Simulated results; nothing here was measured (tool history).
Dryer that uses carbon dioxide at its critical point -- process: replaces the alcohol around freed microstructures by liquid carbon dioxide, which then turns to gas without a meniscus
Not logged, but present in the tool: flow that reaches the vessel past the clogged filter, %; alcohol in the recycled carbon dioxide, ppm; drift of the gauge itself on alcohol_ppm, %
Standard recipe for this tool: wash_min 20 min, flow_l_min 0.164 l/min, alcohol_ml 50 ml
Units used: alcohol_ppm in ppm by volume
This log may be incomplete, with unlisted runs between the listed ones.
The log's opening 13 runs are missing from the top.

run    hour  wash_min  flow_l_min  alcohol_ml  hours of work since the filter was changed  hours of work since the purifier's bed was changed  alcohol_ppm
 14   533.0        20       0.100          50                                          35                                                 475         4650
 15   556.6        20       0.100          50                                          43                                                 483         4604
 16   608.1        20       0.100          50                                          61                                                 501         4458
 17   634.6        20       0.100          50                                          70                                                 511         4742
 18   666.5        20       0.164          50                                          81                                                 522          796
 19   694.8        20       0.164          50                                          91                                                 531          812
 20   743.9        20       0.164          50                                         108                                                 548          836
 21   775.3        20       0.164          50                                         119                                                 559          860
 22   800.2        20       0.144          50                                         127                                                 568         1484
 23   848.2        20       0.144          50                                         144                                                 585         1526
 24   904.6        14       0.144          50                                         164                                                 604         5497
 25   948.3        20       0.233          73                                         179                                                 619          249
 26  1003.8        18       0.206          73                                         198                                                 639          862
 27  1060.0        31       0.164          50                                         217                                                 658          122
 28  1091.8        14       0.163          28                                         228                                                 669         2345
 29  1134.6        15       0.163          28                                         243                                                 684         1974
 30  1170.5        15       0.163          28                                         256                                                 697         2050
 31  1193.8        20       0.146          50                                         264                                                 705         1864
 32  1229.6        20       0.146          50                                         276                                                 717         1841
 33  1275.9        20       0.146          50                                         292                                                 733         1953

Run 34 is up next; what results do you expect?
 34  1322.7        20       0.135          38                                         309                                                 749            ?

alcohol_ppm: 1979 ppm by volume
With no hidden state in the tool, this same run would have given alcohol_ppm 1115 ppm by volume.

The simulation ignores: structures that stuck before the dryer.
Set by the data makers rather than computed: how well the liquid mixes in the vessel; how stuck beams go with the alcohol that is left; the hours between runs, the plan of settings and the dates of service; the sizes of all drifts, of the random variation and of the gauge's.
